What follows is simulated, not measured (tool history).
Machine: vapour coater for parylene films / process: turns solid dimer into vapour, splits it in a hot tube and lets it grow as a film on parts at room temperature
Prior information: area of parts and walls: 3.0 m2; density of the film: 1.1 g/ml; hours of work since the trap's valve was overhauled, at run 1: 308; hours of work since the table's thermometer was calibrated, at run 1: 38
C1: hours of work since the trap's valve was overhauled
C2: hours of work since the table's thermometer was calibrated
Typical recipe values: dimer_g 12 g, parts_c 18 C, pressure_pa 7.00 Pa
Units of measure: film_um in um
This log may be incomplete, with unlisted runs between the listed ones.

run 1 hour=0.0 | dimer_g=12 parts_c=18 pressure_pa=7.00 | C1=308 C2=38 | film_um=2.407
run 2 hour=8.6 | dimer_g=10 parts_c=18 pressure_pa=7.00 | C1=312 C2=42 | film_um=2.012
run 3 hour=18.6 | dimer_g=8 parts_c=18 pressure_pa=7.00 | C1=317 C2=46 | film_um=1.603
run 4 hour=31.0 | dimer_g=12 parts_c=18 pressure_pa=7.00 | C1=323 C2=52 | film_um=2.405
run 5 hour=42.6 | dimer_g=12 parts_c=23 pressure_pa=7.00 | C1=328 C2=58 | film_um=2.000
run 6 hour=60.0 | dimer_g=12 parts_c=23 pressure_pa=7.00 | C1=336 C2=66 | film_um=1.998
run 7 hour=72.9 | dimer_g=12 parts_c=23 pressure_pa=7.00 | C1=342 C2=72 | film_um=1.992
run 8 hour=91.9 | dimer_g=12 parts_c=18 pressure_pa=7.00 | C1=351 C2=81 | film_um=2.404
run 9 hour=112.6 | dimer_g=12 parts_c=11 pressure_pa=7.00 | C1=361 C2=90 | film_um=3.115
run 10 hour=128.9 | dimer_g=12 parts_c=11 pressure_pa=7.00 | C1=369 C2=98 | film_um=3.100
run 11 hour=138.0 | dimer_g=12 parts_c=18 pressure_pa=5.49 | C1=373 C2=102 | film_um=2.448
run 12 hour=158.8 | dimer_g=12 parts_c=18 pressure_pa=5.49 | C1=383 C2=112 | film_um=2.446
run 13 hour=175.9 | dimer_g=12 parts_c=18 pressure_pa=3.88 | C1=391 C2=120 | film_um=2.533
run 14 hour=195.6 | dimer_g=12 parts_c=18 pressure_pa=3.88 | C1=400 C2=129 | film_um=2.535
run 15 hour=204.3 | dimer_g=12 parts_c=18 pressure_pa=3.88 | C1=404 C2=133 | film_um=2.530
-- hour=220.6 trap's valve overhauled
run 16 hour=225.6 | dimer_g=12 parts_c=18 pressure_pa=3.88 | C1=2 C2=142 | film_um=2.637
run 17 hour=242.7 | dimer_g=8 parts_c=23 pressure_pa=3.33 | C1=10 C2=150 | film_um=1.489
run 18 hour=254.5 | dimer_g=8 parts_c=12 pressure_pa=3.48 | C1=16 C2=155 | film_um=2.227
run 19 hour=270.9 | dimer_g=6 parts_c=18 pressure_pa=5.80 | C1=24 C2=163 | film_um=1.268
run 20 hour=284.2 | dimer_g=15 parts_c=22 pressure_pa=8.22 | C1=30 C2=169 | film_um=2.639
run 21 hour=298.1 | dimer_g=6 parts_c=22 pressure_pa=3.55 | C1=36 C2=176 | film_um=1.146
run 22 hour=307.8 | dimer_g=6 parts_c=25 pressure_pa=3.55 | C1=41 C2=180 | film_um=1.029
run 23 hour=326.0 | dimer_g=6 parts_c=25 pressure_pa=3.55 | C1=49 C2=189 | film_um=1.019
run 24 hour=338.3 | dimer_g=11 parts_c=29 pressure_pa=5.91 | C1=55 C2=194 | film_um=1.541
run 25 hour=352.9 | dimer_g=11 parts_c=29 pressure_pa=5.91 | C1=62 C2=201 | film_um=1.534
run 26 hour=361.7 | dimer_g=11 parts_c=29 pressure_pa=5.91 | C1=66 C2=205 | film_um=1.534
run 27 hour=380.3 | dimer_g=11 parts_c=29 pressure_pa=5.91 | C1=75 C2=214 | film_um=1.531
run 28 hour=395.8 | dimer_g=12 parts_c=18 pressure_pa=2.57 | C1=82 C2=221 | film_um=2.732
run 29 hour=405.7 | dimer_g=12 parts_c=18 pressure_pa=2.57 | C1=87 C2=226 | film_um=2.740
run 30 hour=425.3 | dimer_g=7 parts_c=20 pressure_pa=2.78 | C1=96 C2=235 | film_um=1.468
run 31 hour=439.8 | dimer_g=18 parts_c=11 pressure_pa=2.78 | C1=103 C2=242 | film_um=5.253

What if the next run were any one of these 4? Each begins from the tool's condition after run 31:
run A hour=454.0 | dimer_g=18 parts_c=11 pressure_pa=9.89 | C1=109 C2=249 | film_um=?
run B hour=454.0 | dimer_g=7 parts_c=29 pressure_pa=2.78 | C1=109 C2=249 | film_um=?
run C hour=454.0 | dimer_g=5 parts_c=11 pressure_pa=7.90 | C1=109 C2=249 | film_um=?
run D hour=454.0 | dimer_g=16 parts_c=16 pressure_pa=3.05 | C1=109 C2=249 | film_um=?

run=A film_um=4.642
run=B film_um=1.043
run=C film_um=1.314
run=D film_um=3.858
Stripped of hidden state, with their random variation kept, the same runs would have yielded:
run=A film_um=4.721
run=B film_um=1.061
run=C film_um=1.336
run=D film_um=3.924
